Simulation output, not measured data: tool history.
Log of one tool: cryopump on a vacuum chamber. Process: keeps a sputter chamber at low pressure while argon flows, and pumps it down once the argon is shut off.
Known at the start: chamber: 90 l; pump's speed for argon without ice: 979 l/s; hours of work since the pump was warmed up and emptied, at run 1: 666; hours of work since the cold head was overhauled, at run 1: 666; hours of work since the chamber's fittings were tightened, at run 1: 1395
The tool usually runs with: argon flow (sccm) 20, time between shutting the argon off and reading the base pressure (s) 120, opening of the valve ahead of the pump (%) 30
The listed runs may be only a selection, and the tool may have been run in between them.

run     day  argon flow (sccm)  time between shutting the argon off and reading the base pressure (s)  opening of the valve ahead of the pump (%)  hours of work since the pump was warmed up and emptied  hours of work since the cold head was overhauled  hours of work since the chamber's fittings were tightened  pressure while argon flows (Pa)  pressure after the wait (uPa)
  1   0.000                 20                                                                    120                                          30                                                     666                                               666                                                       1395                           0.1270                           2.40
  2   1.983                 20                                                                    120                                          30                                                     689                                               689                                                       1418                           0.1292                           2.48
  3   4.275                 20                                                                    120                                          30                                                     716                                               716                                                       1445                           0.1281                           2.45
  4   5.475                 20                                                                    120                                          30                                                     730                                               730                                                       1459                           0.1301                           2.48
  5   6.675                 20                                                                    120                                          50                                                     744                                               744                                                       1473                           0.0833                           2.57
  6   7.783                 20                                                                    120                                          30                                                     757                                               757                                                       1486                           0.1304                           2.61
  7   9.608                 20                                                                    120                                          30                                                     779                                               779                                                       1508                           0.1315                           2.54
  8  11.821                 20                                                                    120                                          30                                                     805                                               805                                                       1534                           0.1318                           2.62
  9  12.912                 20                                                                     28                                          30                                                     817                                               817                                                       1546                           0.1323                           5.68
 10  15.108                 20                                                                     28                                          30                                                     843                                               843                                                       1572                           0.1340                           5.59
 11  17.054                 20                                                                    120                                          30                                                     866                                               866                                                       1595                           0.1337                           2.71
 12  18.875                 20                                                                    120                                          30                                                     887                                               887                                                       1616                           0.1343                           2.83
 13  19.946                 20                                                                    159                                          30                                                     900                                               900                                                       1629                           0.1343                           2.54
     21.050  -- pump warmed up, emptied and cooled again
 14  22.071                 37                                                                    120                                          30                                                      12                                               922                                                       1651                           0.2131                           2.18
 15  23.733                 16                                                                    120                                          30                                                      31                                               942                                                       1671                           0.0936                           2.16
 16  25.929                 20                                                                    120                                          30                                                      57                                               967                                                       1696                           0.1171                           2.13
 17  27.792                 20                                                                    120                                          30                                                      79                                               989                                                       1718                           0.1166                           2.22
 18  29.675                 20                                                                    120                                          30                                                     101                                              1011                                                       1740                           0.1165                           2.30
 19  31.383                 20                                                                    120                                          30                                                     121                                              1031                                                       1760                           0.1179                           2.27
 20  32.933                 20                                                                    120                                          30                                                     139                                              1049                                                       1778                           0.1178                           2.28
 21  34.088                 20                                                                    120                                          30                                                     153                                              1063                                                       1792                           0.1174                           2.28
 22  35.229                 20                                                                    120                                          30                                                     166                                              1076                                                       1805                           0.1178                           2.41
 23  36.179                 14                                                                    120                                          30                                                     177                                              1087                                                       1816                           0.0825                           2.34
 24  38.375                  8                                                                     94                                          30                                                     203                                              1113                                                       1842                           0.0476                           2.60
 25  39.875                 21                                                                    243                                          30                                                     220                                              1131                                                       1860                           0.1251                           1.98
 26  42.079                 35                                                                    243                                          27                                                     246                                              1157                                                       1886                           0.2321                           1.96
 27  43.783                 35                                                                    243                                          27                                                     266                                              1177                                                       1906                           0.2311                           1.97
 28  45.971                 31                                                                    120                                          55                                                     292                                              1202                                                       1931                           0.1059                           2.49
 29  46.979                 19                                                                    292                                          20                                                     304                                              1214                                                       1943                           0.1681                           2.05
 30  49.288                 19                                                                    292                                          20                                                     331                                              1241                                                       1970                           0.1683                           1.97
 31  50.467                 12                                                                    120                                          30                                                     345                                              1255                                                       1984                           0.0726                           2.55
 32  52.729                 23                                                                    261                                          39                                                     371                                              1281                                                       2010                           0.1090                           2.05
 33  53.792                 23                                                                    261                                          39                                                     383                                              1294                                                       2023                           0.1095                           2.11
 34  55.992                 23                                                                    261                                          39                                                     409                                              1319                                                       2048                           0.1107                           2.15

Measured result minus the same run's result without the hidden state. Both carry the same run-to-run variation, though not necessarily the same gauge scatter:
What the log doesn't record here: pump's speed, % of a pump's without ice; cold plate's temperature, K; leak into the chamber, uPa l/s; drift of the gauge itself on working_pa, %; drift of the gauge itself on base_upa, %.
run  pressure while argon flows (Pa)  pressure after the wait (uPa)
  1                          +0.0127                          +1.20
  2                          +0.0133                          +1.24
  3                          +0.0140                          +1.28
  4                          +0.0145                          +1.30
  5                          +0.0149                          +1.33
  6                          +0.0151                          +1.37
  7                          +0.0158                          +1.37
  8                          +0.0164                          +1.43
  9                          +0.0168                          +1.48
 10                          +0.0176                          +1.51
 11                          +0.0183                          +1.55
 12                          +0.0190                          +1.63
 13                          +0.0193                          +1.59
 14                          +0.0011                          +0.98
 15                          +0.0007                          +0.99
 16                          +0.0013                          +0.98
 17                          +0.0015                          +1.04
 18                          +0.0019                          +1.09
 19                          +0.0023                          +1.08
 20                          +0.0026                          +1.10
 21                          +0.0027                          +1.10
 22                          +0.0030                          +1.16
 23                          +0.0022                          +1.15
 24                          +0.0014                          +1.18
 25                          +0.0040                          +1.19
 26                          +0.0075                          +1.21
 27                          +0.0081                          +1.25
 28                          +0.0079                          +1.30
 29                          +0.0050                          +1.34
 30                          +0.0054                          +1.33
 31                          +0.0036                          +1.37
 32                          +0.0075                          +1.36
 33                          +0.0077                          +1.41
 34                          +0.0083                          +1.44
